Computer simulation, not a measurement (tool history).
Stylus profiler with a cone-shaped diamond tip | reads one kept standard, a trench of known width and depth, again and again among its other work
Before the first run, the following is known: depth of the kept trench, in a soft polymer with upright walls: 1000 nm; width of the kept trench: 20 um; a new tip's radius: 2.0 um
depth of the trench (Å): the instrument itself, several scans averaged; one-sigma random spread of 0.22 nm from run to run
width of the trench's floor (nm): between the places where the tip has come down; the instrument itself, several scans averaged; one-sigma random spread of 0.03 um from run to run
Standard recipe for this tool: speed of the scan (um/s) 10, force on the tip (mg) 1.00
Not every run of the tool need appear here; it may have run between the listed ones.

run	hour	speed of the scan (um/s)	force on the tip (mg)	depth of the trench (Å)	width of the trench's floor (nm)
1	0.0	10	1.00	10074.8	15720
2	63.1	10	1.00	10077.7	15640
3	106.3	10	1.00	10079.3	15590
4	135.8	10	1.00	10083.9	15580
5	203.6	10	1.00	10079.1	15540
6	259.2	10	1.00	10081.9	15540
7	323.0	10	1.00	10083.3	15530
8	366.1	10	1.00	10083.7	15500
9	423.3	10	1.12	10092.6	15580
10	490.5	10	0.54	10067.4	15420
11	540.0	12	2.70	10137.2	15500
12	601.0	2	0.42	10065.7	15530
13	645.6	5	0.42	10063.7	15460
14	677.1	5	0.42	10066.3	15410
15	738.2	5	0.42	10064.7	15400
16	791.5	17	2.86	10147.2	15320
17	824.3	6	1.57	10110.7	15410
18	852.1	2	1.49	10110.7	15410
19	915.8	6	1.80	10118.9	15320

What if the next run were any one of these 5? Each begins from the tool's condition after run 19:
A	964.6	20	1.33	?	?
B	964.6	3	1.80	?	?
C	964.6	21	0.79	?	?
D	964.6	2	1.23	?	?
E	964.6	7	0.67	?	?

run	depth of the trench (Å)	width of the trench's floor (nm)
A	10111.4	15180
B	10120.5	15410
C	10088.2	15150
D	10101.0	15360
E	10078.7	15220
Without the tool's hidden state the same runs would have given:
run	depth of the trench (Å)	width of the trench's floor (nm)
A	10070.9	16360
B	10080.0	16580
C	10047.9	16320
D	10060.6	16530
E	10038.4	16400

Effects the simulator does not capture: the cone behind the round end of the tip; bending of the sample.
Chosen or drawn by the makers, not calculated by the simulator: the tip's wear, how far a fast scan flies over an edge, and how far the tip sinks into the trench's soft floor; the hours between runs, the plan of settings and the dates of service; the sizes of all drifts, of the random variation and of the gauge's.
